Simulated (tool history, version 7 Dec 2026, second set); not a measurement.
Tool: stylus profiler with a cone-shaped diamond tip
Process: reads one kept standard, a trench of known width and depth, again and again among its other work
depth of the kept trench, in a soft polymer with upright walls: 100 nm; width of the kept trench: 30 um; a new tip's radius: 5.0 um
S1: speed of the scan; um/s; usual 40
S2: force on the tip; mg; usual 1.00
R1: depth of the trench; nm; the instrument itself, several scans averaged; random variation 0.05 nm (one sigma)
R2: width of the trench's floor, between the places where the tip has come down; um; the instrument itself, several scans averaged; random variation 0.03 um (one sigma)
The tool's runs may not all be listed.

| run | hour | S1 | S2 | R1 | R2 |
|---|---|---|---|---|---|
| 1 | 0.0 | 40 | 1.00 | 100.45 | 27.75 |
| 2 | 56.8 | 29 | 1.00 | 100.34 | 27.77 |
| 3 | 148.9 | 40 | 1.00 | 100.49 | 27.74 |
| 4 | 208.6 | 40 | 1.00 | 100.53 | 27.72 |
| 5 | 335.1 | 40 | 1.00 | 100.39 | 27.75 |
| 6 | 437.5 | 39 | 1.00 | 100.53 | 27.69 |
| 7 | 504.4 | 40 | 1.00 | 100.43 | 27.76 |
| 8 | 564.9 | 40 | 1.00 | 100.52 | 27.72 |
| 9 | 639.1 | 44 | 0.36 | 100.19 | 27.51 |
| 10 | 755.0 | 44 | 0.36 | 100.25 | 27.53 |
| 11 | 838.1 | 101 | 2.93 | 101.07 | 27.62 |
| 12 | 894.5 | 101 | 2.93 | 100.90 | 27.68 |
| 13 | 1004.1 | 43 | 2.41 | 100.90 | 27.82 |
| 14 | 1130.3 | 45 | 1.09 | 100.59 | 27.72 |
| 15 | 1185.5 | 45 | 1.09 | 100.58 | 27.70 |

3 ways to go on from here, each from the tool as it stands after run 15. What would each give?
| A | 1311.5 | 120 | 1.95 | ? | ? |
| B | 1311.5 | 15 | 2.74 | ? | ? |
| C | 1311.5 | 40 | 2.48 | ? | ? |

| run | R1 | R2 |
|---|---|---|
| A | 100.72 | 27.43 |
| B | 100.86 | 27.94 |
| C | 100.91 | 27.84 |
Without the tool's hidden state the same runs would have given:
| run | R1 | R2 |
|---|---|---|
| A | 100.71 | 27.44 |
| B | 100.85 | 27.95 |
| C | 100.90 | 27.85 |
